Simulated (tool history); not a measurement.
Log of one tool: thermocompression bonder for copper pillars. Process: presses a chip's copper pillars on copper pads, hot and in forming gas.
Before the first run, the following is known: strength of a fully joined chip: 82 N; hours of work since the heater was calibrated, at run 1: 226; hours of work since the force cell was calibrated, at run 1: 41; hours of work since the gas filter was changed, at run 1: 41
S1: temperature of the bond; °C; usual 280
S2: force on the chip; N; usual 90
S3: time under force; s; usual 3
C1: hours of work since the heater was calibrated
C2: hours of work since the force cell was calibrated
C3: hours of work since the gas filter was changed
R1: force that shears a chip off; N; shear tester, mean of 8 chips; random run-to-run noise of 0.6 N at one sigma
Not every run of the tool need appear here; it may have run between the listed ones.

run 1 hour=0 | S1=280 S2=90 S3=3 | C1=226 C2=41 C3=41 | R1=32.7
run 2 hour=42.5 | S1=280 S2=90 S3=3 | C1=255 C2=69 C3=69 | R1=32.9
run 3 hour=97.9 | S1=280 S2=90 S3=3 | C1=292 C2=107 C3=107 | R1=33.2
run 4 hour=135.9 | S1=280 S2=90 S3=3 | C1=317 C2=132 C3=132 | R1=33.3
run 5 hour=177.5 | S1=280 S2=90 S3=3 | C1=345 C2=160 C3=160 | R1=32.5
run 6 hour=246.3 | S1=280 S2=90 S3=3 | C1=391 C2=206 C3=206 | R1=32.9
-- hour=311.6 forming gas filter changed
run 7 hour=326.8 | S1=280 S2=90 S3=3 | C1=445 C2=260 C3=10 | R1=33.7
run 8 hour=384.5 | S1=301 S2=90 S3=3 | C1=484 C2=298 C3=49 | R1=44.3
run 9 hour=421.9 | S1=301 S2=90 S3=3 | C1=509 C2=323 C3=74 | R1=43.9
run 10 hour=476.2 | S1=301 S2=90 S3=3 | C1=545 C2=360 C3=110 | R1=43.9
run 11 hour=519.7 | S1=280 S2=90 S3=3 | C1=574 C2=389 C3=139 | R1=32.5
run 12 hour=568.6 | S1=280 S2=90 S3=3 | C1=607 C2=422 C3=172 | R1=32.4
run 13 hour=632.2 | S1=280 S2=90 S3=3 | C1=650 C2=464 C3=215 | R1=33.6
-- hour=683 forming gas filter changed
run 14 hour=713.1 | S1=280 S2=90 S3=3 | C1=704 C2=518 C3=20 | R1=32.9
run 15 hour=780.6 | S1=280 S2=119 S3=3 | C1=749 C2=563 C3=65 | R1=44.1
run 16 hour=828.2 | S1=280 S2=106 S3=3 | C1=781 C2=595 C3=97 | R1=39.8
run 17 hour=886.9 | S1=280 S2=106 S3=3 | C1=820 C2=635 C3=137 | R1=38.6
run 18 hour=923 | S1=274 S2=90 S3=3 | C1=844 C2=659 C3=161 | R1=29.7
run 19 hour=956.2 | S1=274 S2=90 S3=6 | C1=867 C2=681 C3=183 | R1=39.1
run 20 hour=1026.8 | S1=296 S2=90 S3=2 | C1=914 C2=728 C3=230 | R1=36.5
-- hour=1057.1 forming gas filter changed
run 21 hour=1065.3 | S1=283 S2=64 S3=2 | C1=939 C2=754 C3=5 | R1=18.2
run 22 hour=1105.9 | S1=280 S2=90 S3=2 | C1=967 C2=781 C3=33 | R1=29
run 23 hour=1163.8 | S1=302 S2=111 S3=4 | C1=1005 C2=820 C3=72 | R1=56.5
-- hour=1212.3 heater calibrated with a thermocouple chip
run 24 hour=1216.9 | S1=281 S2=59 S3=2 | C1=3 C2=854 C3=106 | R1=17.8
run 25 hour=1253.5 | S1=280 S2=115 S3=9 | C1=28 C2=879 C3=130 | R1=58.7
run 26 hour=1307.2 | S1=280 S2=70 S3=3 | C1=64 C2=915 C3=166 | R1=24.7
run 27 hour=1370 | S1=259 S2=55 S3=3 | C1=106 C2=957 C3=208 | R1=12
run 28 hour=1407.2 | S1=302 S2=55 S3=3 | C1=131 C2=982 C3=233 | R1=24.8
-- hour=1431.3 forming gas filter changed
run 29 hour=1444.7 | S1=265 S2=130 S3=3 | C1=155 C2=1007 C3=9 | R1=40.5
run 30 hour=1485.7 | S1=263 S2=107 S3=4 | C1=183 C2=1034 C3=36 | R1=35
run 31 hour=1565.4 | S1=264 S2=107 S3=4 | C1=236 C2=1088 C3=90 | R1=36.1
-- hour=1608.1 force cell calibrated
run 32 hour=1642.2 | S1=264 S2=107 S3=4 | C1=287 C2=23 C3=140 | R1=36.1
run 33 hour=1697.6 | S1=264 S2=107 S3=4 | C1=324 C2=60 C3=177 | R1=35.3
run 34 hour=1738.9 | S1=273 S2=90 S3=3 | C1=352 C2=88 C3=205 | R1=28.5
run 35 hour=1774 | S1=296 S2=97 S3=5 | C1=375 C2=111 C3=229 | R1=52.7
-- hour=1806 forming gas filter changed
run 36 hour=1810.2 | S1=302 S2=70 S3=8 | C1=399 C2=135 C3=3 | R1=48.6
run 37 hour=1860.8 | S1=280 S2=55 S3=3 | C1=433 C2=169 C3=37 | R1=18.4
run 38 hour=1894.4 | S1=280 S2=55 S3=3 | C1=456 C2=192 C3=59 | R1=18.6

How the hidden state differs across the entries between the runs, from the last listed run before each to the first after it:
After run 6, before run 7: forming gas filter changed (hour 311.6)
  oxide that the forming gas leaves, % of the face: 0.81 -> 0.52
After run 13, before run 14: forming gas filter changed (hour 683)
  true temperature of the bond over the reading, C: -0.3 -> -0.4; oxide that the forming gas leaves, % of the face: 0.81 -> 0.53
After run 20, before run 21: forming gas filter changed (hour 1057.1)
  oxide that the forming gas leaves, % of the face: 0.86 -> 0.51
After run 23, before run 24: heater calibrated with a thermocouple chip (hour 1212.3)
  true temperature of the bond over the reading, C: -0.5 -> 0; oxide that the forming gas leaves, % of the face: 0.61 -> 0.66
After run 28, before run 29: forming gas filter changed (hour 1431.3)
  oxide that the forming gas leaves, % of the face: 0.85 -> 0.53
After run 31, before run 32: force cell calibrated (hour 1608.1)
  force that reaches the chip, % of what is set: 99.9 -> 100; oxide that the forming gas leaves, % of the face: 0.64 -> 0.72
After run 35, before run 36: forming gas filter changed (hour 1806)
  oxide that the forming gas leaves, % of the face: 0.86 -> 0.5

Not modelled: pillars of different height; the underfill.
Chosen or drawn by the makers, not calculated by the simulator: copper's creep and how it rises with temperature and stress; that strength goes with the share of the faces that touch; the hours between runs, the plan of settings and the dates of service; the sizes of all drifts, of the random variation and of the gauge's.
